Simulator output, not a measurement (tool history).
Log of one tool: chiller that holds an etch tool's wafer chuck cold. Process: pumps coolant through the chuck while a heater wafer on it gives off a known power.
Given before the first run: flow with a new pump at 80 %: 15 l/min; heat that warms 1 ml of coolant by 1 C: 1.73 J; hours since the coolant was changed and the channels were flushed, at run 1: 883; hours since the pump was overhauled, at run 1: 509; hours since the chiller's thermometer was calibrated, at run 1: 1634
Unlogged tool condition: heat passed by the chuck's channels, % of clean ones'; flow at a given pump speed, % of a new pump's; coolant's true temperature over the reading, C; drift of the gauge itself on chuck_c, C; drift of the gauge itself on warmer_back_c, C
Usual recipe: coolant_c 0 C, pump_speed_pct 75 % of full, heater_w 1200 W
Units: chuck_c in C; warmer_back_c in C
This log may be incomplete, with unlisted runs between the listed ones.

run   hour  coolant_c  pump_speed_pct  heater_w  hours since the coolant was changed and the channels were flushed  hours since the pump was overhauled  hours since the chiller's thermometer was calibrated  chuck_c  warmer_back_c
  1    0.0          0              75      1200                                                                883                                  509                                                  1634     13.1           2.95
  2   29.9          0              75      1200                                                                913                                  539                                                  1664     12.9           2.96
  3   44.8          0              75      1200                                                                928                                  554                                                  1679     12.9           2.98
  4   67.1          0              75      1200                                                                950                                  576                                                  1701     13.1           2.99
  5   91.4          0              75      1200                                                                974                                  600                                                  1725     13.2           3.01
  6  118.3          2              75      1200                                                               1001                                  627                                                  1752     15.2           3.01
  7  148.8          2              75      1200                                                               1032                                  658                                                  1783     15.0           2.98
  8  173.7          2              82      1200                                                               1056                                  683                                                  1808     14.2           2.70
  9  202.0          2              82      1200                                                               1085                                  711                                                  1836     14.1           2.68
 10  216.0          2              82      1200                                                               1099                                  725                                                  1850     14.2           2.71
 11  243.7          0              75       822                                                               1126                                  753                                                  1878      9.1           2.08
 12  272.9          0              75       822                                                               1156                                  782                                                  1907      9.1           2.03
 13  292.9          9              75       822                                                               1176                                  802                                                  1927     18.1           2.06
 14  318.1          0              75      1200                                                               1201                                  827                                                  1952     13.3           2.97
 15  349.1          0              75      1200                                                               1232                                  858                                                  1983     13.1           2.97
 16  365.5          0              75      1200                                                               1248                                  875                                                  1999     13.1           2.98
 17  386.3         -3              63      1023                                                               1269                                  895                                                  2020     10.4           3.11
 18  417.4         -1              75      1200                                                               1300                                  926                                                  2051     12.2           2.99
 19  440.4         -5              75      1200                                                               1323                                  950                                                  2074      8.2           2.97
 20  471.5         -5              75      1200                                                               1354                                  981                                                  2105      8.4           2.97
 21  494.0          7              71      1358                                                               1377                                 1003                                                  2128     22.6           3.61
 22  518.9          6              91       765                                                               1402                                 1028                                                  2153     13.2           1.53
 23  537.0         -2              91      1083                                                               1420                                 1046                                                  2171      8.2           2.16
 24  556.7         -2              91      1083                                                               1439                                 1066                                                  2191      8.0           2.15
 25  576.4          0              93       709                                                               1459                                 1086                                                  2210      6.5           1.39
 26  601.7          7              75       809                                                               1484                                 1111                                                  2236     15.9           2.02
 27  630.1          6              88      1098                                                               1513                                 1139                                                  2264     16.5           2.29
 28  644.4          5              88       610                                                               1527                                 1154                                                  2278     11.0           1.26
 29  663.9          5              88       610                                                               1547                                 1173                                                  2298     10.9           1.28
 30  679.1         -5              84       659                                                               1562                                 1188                                                  2313      1.8           1.44
 31  692.6          2              75      1104                                                               1575                                 1202                                                  2327     14.3           2.75

4 options for the next run, each taken on its own from the tool as it stands now. Forecast them:
  A  716.0         -9              81       684                                                               1599                                 1225                                                  2350        ?              ?
  B  716.0          3              94      1079                                                               1599                                 1225                                                  2350        ?              ?
  C  716.0         -7              75      1275                                                               1599                                 1225                                                  2350        ?              ?
  D  716.0         -4              98       719                                                               1599                                 1225                                                  2350        ?              ?

run  chuck_c  warmer_back_c
  A     -1.8           1.54
  B     12.7           2.09
  C      7.0           3.19
  D      2.4           1.31
With the hidden condition removed and each run's random variation left untouched, the same runs would have given:
run  chuck_c  warmer_back_c
  A     -2.4           1.53
  B     12.1           2.08
  C      6.3           3.18
  D      1.9           1.30

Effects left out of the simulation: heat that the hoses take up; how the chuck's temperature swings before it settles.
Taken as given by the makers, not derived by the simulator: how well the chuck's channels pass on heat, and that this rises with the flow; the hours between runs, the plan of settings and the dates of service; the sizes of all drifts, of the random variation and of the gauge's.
